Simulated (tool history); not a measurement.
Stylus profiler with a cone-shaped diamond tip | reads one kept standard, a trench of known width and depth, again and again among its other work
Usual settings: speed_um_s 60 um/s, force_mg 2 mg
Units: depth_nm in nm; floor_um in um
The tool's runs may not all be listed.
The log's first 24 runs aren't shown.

run,hour,speed_um_s,force_mg,depth_nm,floor_um
25,448.2,81,4.82,204.79,17.95
26,467.3,194,1.06,201.77,17.58
27,484.6,194,1.06,201.66,17.55
28,510.8,20,2,202.68,18.01
29,528.1,112,1.22,201.94,17.74
30,554.5,18,3.37,203.81,17.96
31,567.1,58,0.67,201.3,17.9
32,588.1,24,1.21,201.93,17.94
33,600.6,181,5.45,205.18,17.8
34,617.1,181,5.45,205.26,17.82
35,642.5,32,5.87,205.5,17.95
36,653.5,69,5.33,205.15,17.99
37,679.9,69,5.33,205.14,17.93
38,696.2,69,5.33,205.17,17.92
39,722.5,121,4.24,204.41,17.86
40,746,32,1.47,202.14,17.93
41,764.8,197,1.65,202.31,17.67
42,779.8,197,1.65,202.32,17.6
43,796.7,52,3.53,203.9,17.92
44,809,82,3.16,203.59,17.91
45,829.8,19,1.18,201.89,17.95
46,850.5,20,0.85,201.48,17.95

Forecast each of these 4 alternatives for the next run:
A,866,27,4,?,?
B,866,37,0.95,?,?
C,866,24,0.81,?,?
D,866,30,4.92,?,?

run,depth_nm,floor_um
A,204.23,18.03
B,201.62,17.84
C,201.47,17.92
D,204.86,18.03
Without the tool's hidden state the same runs would have given:
run,depth_nm,floor_um
A,204.23,18.04
B,201.62,17.85
C,201.47,17.93
D,204.86,18.05
